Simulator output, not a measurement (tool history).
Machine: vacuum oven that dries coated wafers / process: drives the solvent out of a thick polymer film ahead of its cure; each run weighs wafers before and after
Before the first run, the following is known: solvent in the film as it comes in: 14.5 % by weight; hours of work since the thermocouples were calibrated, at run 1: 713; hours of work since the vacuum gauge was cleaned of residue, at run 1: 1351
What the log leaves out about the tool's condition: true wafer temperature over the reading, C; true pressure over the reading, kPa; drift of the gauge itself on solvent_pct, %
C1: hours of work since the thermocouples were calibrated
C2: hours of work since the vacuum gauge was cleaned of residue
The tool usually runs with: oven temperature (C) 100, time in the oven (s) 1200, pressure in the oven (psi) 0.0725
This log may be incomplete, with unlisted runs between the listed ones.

run 1 hour=0.0 | oven_temperature_(C)=100 time_in_the_oven_(s)=1200 pressure_in_the_oven_(psi)=0.0725 | C1=713 C2=1351 | solvent_left_in_the_film_(%)=3.33
run 2 hour=51.6 | oven_temperature_(C)=100 time_in_the_oven_(s)=1200 pressure_in_the_oven_(psi)=0.0725 | C1=735 C2=1373 | solvent_left_in_the_film_(%)=3.22
run 3 hour=101.6 | oven_temperature_(C)=100 time_in_the_oven_(s)=1200 pressure_in_the_oven_(psi)=0.0725 | C1=757 C2=1395 | solvent_left_in_the_film_(%)=3.29
run 4 hour=157.6 | oven_temperature_(C)=100 time_in_the_oven_(s)=1200 pressure_in_the_oven_(psi)=0.0725 | C1=781 C2=1419 | solvent_left_in_the_film_(%)=3.12
run 5 hour=201.2 | oven_temperature_(C)=100 time_in_the_oven_(s)=1200 pressure_in_the_oven_(psi)=0.0725 | C1=800 C2=1438 | solvent_left_in_the_film_(%)=3.13
-- hour=218.0 oven's thermocouples calibrated
run 6 hour=267.4 | oven_temperature_(C)=100 time_in_the_oven_(s)=1200 pressure_in_the_oven_(psi)=0.0725 | C1=21 C2=1466 | solvent_left_in_the_film_(%)=3.42
run 7 hour=351.2 | oven_temperature_(C)=100 time_in_the_oven_(s)=1200 pressure_in_the_oven_(psi)=0.0725 | C1=58 C2=1502 | solvent_left_in_the_film_(%)=3.45
run 8 hour=390.2 | oven_temperature_(C)=100 time_in_the_oven_(s)=1200 pressure_in_the_oven_(psi)=0.0725 | C1=75 C2=1519 | solvent_left_in_the_film_(%)=3.54
run 9 hour=466.3 | oven_temperature_(C)=100 time_in_the_oven_(s)=1140 pressure_in_the_oven_(psi)=0.0725 | C1=108 C2=1552 | solvent_left_in_the_film_(%)=3.65
-- hour=517.2 oven's thermocouples calibrated, once more
run 10 hour=523.3 | oven_temperature_(C)=100 time_in_the_oven_(s)=1140 pressure_in_the_oven_(psi)=0.0725 | C1=3 C2=1576 | solvent_left_in_the_film_(%)=3.21
run 11 hour=559.1 | oven_temperature_(C)=92 time_in_the_oven_(s)=1140 pressure_in_the_oven_(psi)=0.0725 | C1=18 C2=1591 | solvent_left_in_the_film_(%)=5.21
run 12 hour=604.1 | oven_temperature_(C)=92 time_in_the_oven_(s)=1140 pressure_in_the_oven_(psi)=0.0725 | C1=38 C2=1611 | solvent_left_in_the_film_(%)=5.34
run 13 hour=663.9 | oven_temperature_(C)=92 time_in_the_oven_(s)=1140 pressure_in_the_oven_(psi)=0.0725 | C1=64 C2=1637 | solvent_left_in_the_film_(%)=5.31
run 14 hour=747.1 | oven_temperature_(C)=92 time_in_the_oven_(s)=1140 pressure_in_the_oven_(psi)=0.0725 | C1=100 C2=1673 | solvent_left_in_the_film_(%)=5.27
run 15 hour=825.6 | oven_temperature_(C)=100 time_in_the_oven_(s)=1200 pressure_in_the_oven_(psi)=0.0725 | C1=134 C2=1707 | solvent_left_in_the_film_(%)=3.02
run 16 hour=889.9 | oven_temperature_(C)=100 time_in_the_oven_(s)=1200 pressure_in_the_oven_(psi)=0.0725 | C1=162 C2=1735 | solvent_left_in_the_film_(%)=3.02
run 17 hour=928.5 | oven_temperature_(C)=100 time_in_the_oven_(s)=1200 pressure_in_the_oven_(psi)=0.0725 | C1=178 C2=1751 | solvent_left_in_the_film_(%)=3.12
run 18 hour=982.4 | oven_temperature_(C)=100 time_in_the_oven_(s)=1200 pressure_in_the_oven_(psi)=0.0725 | C1=202 C2=1775 | solvent_left_in_the_film_(%)=3.02
run 19 hour=1049.9 | oven_temperature_(C)=96 time_in_the_oven_(s)=1200 pressure_in_the_oven_(psi)=0.0725 | C1=231 C2=1804 | solvent_left_in_the_film_(%)=4.11
run 20 hour=1093.0 | oven_temperature_(C)=96 time_in_the_oven_(s)=960 pressure_in_the_oven_(psi)=0.0725 | C1=250 C2=1823 | solvent_left_in_the_film_(%)=5.20
run 21 hour=1155.6 | oven_temperature_(C)=96 time_in_the_oven_(s)=960 pressure_in_the_oven_(psi)=0.0725 | C1=277 C2=1850 | solvent_left_in_the_film_(%)=5.15
run 22 hour=1243.1 | oven_temperature_(C)=96 time_in_the_oven_(s)=960 pressure_in_the_oven_(psi)=0.0725 | C1=315 C2=1888 | solvent_left_in_the_film_(%)=5.02
run 23 hour=1283.5 | oven_temperature_(C)=100 time_in_the_oven_(s)=720 pressure_in_the_oven_(psi)=0.0725 | C1=332 C2=1905 | solvent_left_in_the_film_(%)=5.12
run 24 hour=1369.3 | oven_temperature_(C)=112 time_in_the_oven_(s)=1680 pressure_in_the_oven_(psi)=0.0725 | C1=369 C2=1943 | solvent_left_in_the_film_(%)=0.62
run 25 hour=1449.7 | oven_temperature_(C)=112 time_in_the_oven_(s)=1680 pressure_in_the_oven_(psi)=0.0725 | C1=404 C2=1977 | solvent_left_in_the_film_(%)=0.68
run 26 hour=1511.4 | oven_temperature_(C)=112 time_in_the_oven_(s)=1680 pressure_in_the_oven_(psi)=0.0387 | C1=431 C2=2004 | solvent_left_in_the_film_(%)=0.57
run 27 hour=1573.6 | oven_temperature_(C)=106 time_in_the_oven_(s)=1680 pressure_in_the_oven_(psi)=0.2541 | C1=458 C2=2031 | solvent_left_in_the_film_(%)=1.71
run 28 hour=1626.8 | oven_temperature_(C)=86 time_in_the_oven_(s)=1980 pressure_in_the_oven_(psi)=0.0744 | C1=481 C2=2054 | solvent_left_in_the_film_(%)=5.00
run 29 hour=1677.9 | oven_temperature_(C)=86 time_in_the_oven_(s)=1980 pressure_in_the_oven_(psi)=0.0744 | C1=503 C2=2076 | solvent_left_in_the_film_(%)=4.98
run 30 hour=1765.4 | oven_temperature_(C)=100 time_in_the_oven_(s)=1020 pressure_in_the_oven_(psi)=0.0484 | C1=541 C2=2114 | solvent_left_in_the_film_(%)=3.86
run 31 hour=1803.9 | oven_temperature_(C)=100 time_in_the_oven_(s)=1020 pressure_in_the_oven_(psi)=0.0484 | C1=558 C2=2131 | solvent_left_in_the_film_(%)=3.86
run 32 hour=1841.9 | oven_temperature_(C)=102 time_in_the_oven_(s)=2040 pressure_in_the_oven_(psi)=0.0628 | C1=574 C2=2147 | solvent_left_in_the_film_(%)=1.37
run 33 hour=1890.9 | oven_temperature_(C)=114 time_in_the_oven_(s)=720 pressure_in_the_oven_(psi)=0.1168 | C1=595 C2=2169 | solvent_left_in_the_film_(%)=2.30
run 34 hour=1936.4 | oven_temperature_(C)=114 time_in_the_oven_(s)=720 pressure_in_the_oven_(psi)=0.0542 | C1=615 C2=2188 | solvent_left_in_the_film_(%)=2.07
run 35 hour=2005.3 | oven_temperature_(C)=103 time_in_the_oven_(s)=1200 pressure_in_the_oven_(psi)=0.0725 | C1=645 C2=2218 | solvent_left_in_the_film_(%)=2.77
run 36 hour=2082.9 | oven_temperature_(C)=115 time_in_the_oven_(s)=960 pressure_in_the_oven_(psi)=0.0437 | C1=679 C2=2252 | solvent_left_in_the_film_(%)=1.19
run 37 hour=2162.2 | oven_temperature_(C)=88 time_in_the_oven_(s)=960 pressure_in_the_oven_(psi)=0.0425 | C1=713 C2=2286 | solvent_left_in_the_film_(%)=7.25
run 38 hour=2241.4 | oven_temperature_(C)=88 time_in_the_oven_(s)=960 pressure_in_the_oven_(psi)=0.1780 | C1=747 C2=2320 | solvent_left_in_the_film_(%)=7.75
run 39 hour=2280.3 | oven_temperature_(C)=100 time_in_the_oven_(s)=1920 pressure_in_the_oven_(psi)=0.0725 | C1=764 C2=2337 | solvent_left_in_the_film_(%)=1.88
run 40 hour=2336.2 | oven_temperature_(C)=100 time_in_the_oven_(s)=1200 pressure_in_the_oven_(psi)=0.1046 | C1=788 C2=2362 | solvent_left_in_the_film_(%)=3.58
-- hour=2376.6 oven's thermocouples calibrated
run 41 hour=2416.3 | oven_temperature_(C)=108 time_in_the_oven_(s)=960 pressure_in_the_oven_(psi)=0.2313 | C1=17 C2=2395 | solvent_left_in_the_film_(%)=2.66
run 42 hour=2471.4 | oven_temperature_(C)=100 time_in_the_oven_(s)=1200 pressure_in_the_oven_(psi)=0.0879 | C1=41 C2=2419 | solvent_left_in_the_film_(%)=3.27
run 43 hour=2541.3 | oven_temperature_(C)=100 time_in_the_oven_(s)=1200 pressure_in_the_oven_(psi)=0.0879 | C1=71 C2=2450 | solvent_left_in_the_film_(%)=3.12
run 44 hour=2609.0 | oven_temperature_(C)=100 time_in_the_oven_(s)=1500 pressure_in_the_oven_(psi)=0.1552 | C1=101 C2=2479 | solvent_left_in_the_film_(%)=2.72
run 45 hour=2678.0 | oven_temperature_(C)=94 time_in_the_oven_(s)=1500 pressure_in_the_oven_(psi)=0.1552 | C1=131 C2=2509 | solvent_left_in_the_film_(%)=4.27
run 46 hour=2744.3 | oven_temperature_(C)=112 time_in_the_oven_(s)=720 pressure_in_the_oven_(psi)=0.1208 | C1=159 C2=2538 | solvent_left_in_the_film_(%)=2.57

Each run again, without the hidden state but with its own random variation kept:
run=1 solvent_left_in_the_film_(%)=2.84
run=2 solvent_left_in_the_film_(%)=2.72
run=3 solvent_left_in_the_film_(%)=2.77
run=4 solvent_left_in_the_film_(%)=2.59
run=5 solvent_left_in_the_film_(%)=2.60
run=6 solvent_left_in_the_film_(%)=2.70
run=7 solvent_left_in_the_film_(%)=2.68
run=8 solvent_left_in_the_film_(%)=2.78
run=9 solvent_left_in_the_film_(%)=2.87
run=10 solvent_left_in_the_film_(%)=2.92
run=11 solvent_left_in_the_film_(%)=4.88
run=12 solvent_left_in_the_film_(%)=4.99
run=13 solvent_left_in_the_film_(%)=4.96
run=14 solvent_left_in_the_film_(%)=4.89
run=15 solvent_left_in_the_film_(%)=2.64
run=16 solvent_left_in_the_film_(%)=2.63
run=17 solvent_left_in_the_film_(%)=2.72
run=18 solvent_left_in_the_film_(%)=2.61
run=19 solvent_left_in_the_film_(%)=3.66
run=20 solvent_left_in_the_film_(%)=4.75
run=21 solvent_left_in_the_film_(%)=4.68
run=22 solvent_left_in_the_film_(%)=4.55
run=23 solvent_left_in_the_film_(%)=4.69
run=24 solvent_left_in_the_film_(%)=0.31
run=25 solvent_left_in_the_film_(%)=0.36
run=26 solvent_left_in_the_film_(%)=0.24
run=27 solvent_left_in_the_film_(%)=1.26
run=28 solvent_left_in_the_film_(%)=4.22
run=29 solvent_left_in_the_film_(%)=4.18
run=30 solvent_left_in_the_film_(%)=3.27
run=31 solvent_left_in_the_film_(%)=3.25
run=32 solvent_left_in_the_film_(%)=0.82
run=33 solvent_left_in_the_film_(%)=1.85
run=34 solvent_left_in_the_film_(%)=1.62
run=35 solvent_left_in_the_film_(%)=2.16
run=36 solvent_left_in_the_film_(%)=0.77
run=37 solvent_left_in_the_film_(%)=6.52
run=38 solvent_left_in_the_film_(%)=6.99
run=39 solvent_left_in_the_film_(%)=1.20
run=40 solvent_left_in_the_film_(%)=2.82
run=41 solvent_left_in_the_film_(%)=2.29
run=42 solvent_left_in_the_film_(%)=2.80
run=43 solvent_left_in_the_film_(%)=2.64
run=44 solvent_left_in_the_film_(%)=2.19
run=45 solvent_left_in_the_film_(%)=3.66
run=46 solvent_left_in_the_film_(%)=2.18

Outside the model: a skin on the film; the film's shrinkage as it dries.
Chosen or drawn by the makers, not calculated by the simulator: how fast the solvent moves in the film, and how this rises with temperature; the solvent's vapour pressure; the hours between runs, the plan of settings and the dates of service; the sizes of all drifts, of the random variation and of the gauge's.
